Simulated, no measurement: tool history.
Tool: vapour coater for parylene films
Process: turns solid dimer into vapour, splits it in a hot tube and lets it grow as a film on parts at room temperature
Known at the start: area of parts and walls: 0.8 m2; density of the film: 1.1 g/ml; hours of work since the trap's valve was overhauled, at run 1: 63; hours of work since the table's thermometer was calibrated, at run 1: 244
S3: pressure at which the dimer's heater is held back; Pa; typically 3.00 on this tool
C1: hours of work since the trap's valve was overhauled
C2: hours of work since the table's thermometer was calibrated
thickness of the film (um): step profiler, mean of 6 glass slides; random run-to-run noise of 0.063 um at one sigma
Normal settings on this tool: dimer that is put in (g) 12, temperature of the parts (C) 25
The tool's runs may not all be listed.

{"run": 1, "day": 0.0, "dimer that is put in (g)": 12, "temperature of the parts (C)": 25, "S3": 3.0, "C1": 63, "C2": 244, "thickness of the film (um)": 7.42}
{"run": 2, "day": 0.4, "dimer that is put in (g)": 12, "temperature of the parts (C)": 25, "S3": 3.0, "C1": 67, "C2": 248, "thickness of the film (um)": 7.3}
{"run": 3, "day": 1.004, "dimer that is put in (g)": 12, "temperature of the parts (C)": 25, "S3": 3.0, "C1": 74, "C2": 255, "thickness of the film (um)": 7.26}
{"run": 4, "day": 1.267, "dimer that is put in (g)": 5, "temperature of the parts (C)": 25, "S3": 3.0, "C1": 77, "C2": 258, "thickness of the film (um)": 2.98}
{"run": 5, "day": 1.821, "dimer that is put in (g)": 12, "temperature of the parts (C)": 25, "S3": 7.23, "C1": 84, "C2": 264, "thickness of the film (um)": 6.14}
{"run": 6, "day": 2.292, "dimer that is put in (g)": 12, "temperature of the parts (C)": 25, "S3": 8.88, "C1": 89, "C2": 270, "thickness of the film (um)": 5.98}
{"run": 7, "day": 2.704, "dimer that is put in (g)": 12, "temperature of the parts (C)": 32, "S3": 3.68, "C1": 94, "C2": 275, "thickness of the film (um)": 5.51}
{"run": 8, "day": 3.108, "dimer that is put in (g)": 12, "temperature of the parts (C)": 32, "S3": 3.68, "C1": 98, "C2": 279, "thickness of the film (um)": 5.53}
{"run": 9, "day": 3.546, "dimer that is put in (g)": 12, "temperature of the parts (C)": 32, "S3": 3.68, "C1": 103, "C2": 284, "thickness of the film (um)": 5.51}
{"run": 10, "day": 3.833, "dimer that is put in (g)": 12, "temperature of the parts (C)": 32, "S3": 3.68, "C1": 107, "C2": 287, "thickness of the film (um)": 5.57}
{"run": 11, "day": 4.117, "dimer that is put in (g)": 12, "temperature of the parts (C)": 32, "S3": 3.68, "C1": 110, "C2": 291, "thickness of the film (um)": 5.41}
{"run": 12, "day": 4.533, "dimer that is put in (g)": 8, "temperature of the parts (C)": 26, "S3": 3.0, "C1": 115, "C2": 295, "thickness of the film (um)": 4.66}

4 options for the next run, each taken on its own from the tool as it stands now. Forecast them:
{"run": "A", "day": 4.908, "dimer that is put in (g)": 13, "temperature of the parts (C)": 26, "S3": 8.97, "C1": 119, "C2": 300, "thickness of the film (um)": "?"}
{"run": "B", "day": 4.908, "dimer that is put in (g)": 6, "temperature of the parts (C)": 26, "S3": 3.0, "C1": 119, "C2": 300, "thickness of the film (um)": "?"}
{"run": "C", "day": 4.908, "dimer that is put in (g)": 8, "temperature of the parts (C)": 26, "S3": 4.01, "C1": 119, "C2": 300, "thickness of the film (um)": "?"}
{"run": "D", "day": 4.908, "dimer that is put in (g)": 8, "temperature of the parts (C)": 20, "S3": 3.0, "C1": 119, "C2": 300, "thickness of the film (um)": "?"}

run=A thickness_of_the_film_(um)=6.12
run=B thickness_of_the_film_(um)=3.43
run=C thickness_of_the_film_(um)=4.38
run=D thickness_of_the_film_(um)=5.64
With the hidden condition removed and each run's random variation left untouched, the same runs would have given:
run=A thickness_of_the_film_(um)=6.38
run=B thickness_of_the_film_(um)=3.57
run=C thickness_of_the_film_(um)=4.56
run=D thickness_of_the_film_(um)=5.88

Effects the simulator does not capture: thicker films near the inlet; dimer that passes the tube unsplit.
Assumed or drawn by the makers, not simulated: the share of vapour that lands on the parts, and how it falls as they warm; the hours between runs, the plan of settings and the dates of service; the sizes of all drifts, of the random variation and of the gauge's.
